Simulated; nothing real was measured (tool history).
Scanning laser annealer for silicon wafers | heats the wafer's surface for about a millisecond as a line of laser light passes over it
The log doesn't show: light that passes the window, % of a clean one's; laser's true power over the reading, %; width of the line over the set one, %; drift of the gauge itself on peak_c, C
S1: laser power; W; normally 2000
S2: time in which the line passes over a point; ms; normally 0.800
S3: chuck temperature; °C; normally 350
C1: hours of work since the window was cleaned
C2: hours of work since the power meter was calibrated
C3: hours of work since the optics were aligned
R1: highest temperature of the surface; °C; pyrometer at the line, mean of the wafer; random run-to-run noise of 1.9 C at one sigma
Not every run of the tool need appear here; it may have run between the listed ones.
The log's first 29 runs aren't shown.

Run 30, hour 612.0: usual settings but S1 2114 W, S2 0.607 ms; C1 296; C2 742; C3 501. Result: R1 1079 °C.
Run 31, hour 637.6: usual settings but S1 2180 W, S2 0.887 ms, S3 356 °C; C1 307; C2 753; C3 512. Result: R1 1273 °C.
Run 32, hour 665.6: usual settings but S1 1760 W, S2 0.731 ms, S3 356 °C; C1 319; C2 765; C3 524. Result: R1 988 °C.
Run 33, hour 691.2: usual settings but S1 1760 W, S2 0.731 ms, S3 356 °C; C1 330; C2 776; C3 535. Result: R1 987 °C.
Run 34, hour 716.7: usual settings but S1 2118 W, S2 0.698 ms, S3 341 °C; C1 341; C2 787; C3 546. Result: R1 1117 °C.
Run 35, hour 743.6: usual settings but S1 1829 W, S2 0.698 ms, S3 341 °C; C1 352; C2 798; C3 557. Result: R1 986 °C.
Run 36, hour 768.6: usual settings but S1 1867 W, S2 0.788 ms, S3 312 °C; C1 363; C2 809; C3 568. Result: R1 1021 °C.
Run 37, hour 792.3: usual settings but S1 1927 W, S2 0.587 ms, S3 313 °C; C1 373; C2 819; C3 578. Result: R1 945 °C.
Run 38, hour 807.8: usual settings but S1 1790 W, S2 0.967 ms, S3 382 °C; C1 380; C2 826; C3 585. Result: R1 1126 °C.
Run 39, hour 826.0: usual settings but S3 330 °C; C1 387; C2 834; C3 592. Result: R1 1107 °C.
Run 40, hour 852.0: usual settings but S2 0.748 ms, S3 390 °C; C1 398; C2 845; C3 604. Result: R1 1140 °C.

3 ways to go on from here, each from the tool as it stands after run 40. What would each give?
Run A, hour 872.1: usual settings but S1 2010 W, S2 0.914 ms, S3 332 °C; C1 407; C2 853; C3 612. Result: R1 ?.
Run B, hour 872.1: usual settings but S3 345 °C; C1 407; C2 853; C3 612. Result: R1 ?.
Run C, hour 872.1: usual settings but S1 2149 W, S2 0.890 ms, S3 347 °C; C1 407; C2 853; C3 612. Result: R1 ?.

run    R1
  A  1169
  B  1121
  C  1240
Take away the tool's hidden state, keep each run's random variation, and the runs would have read:
run    R1
  A  1188
  B  1138
  C  1260
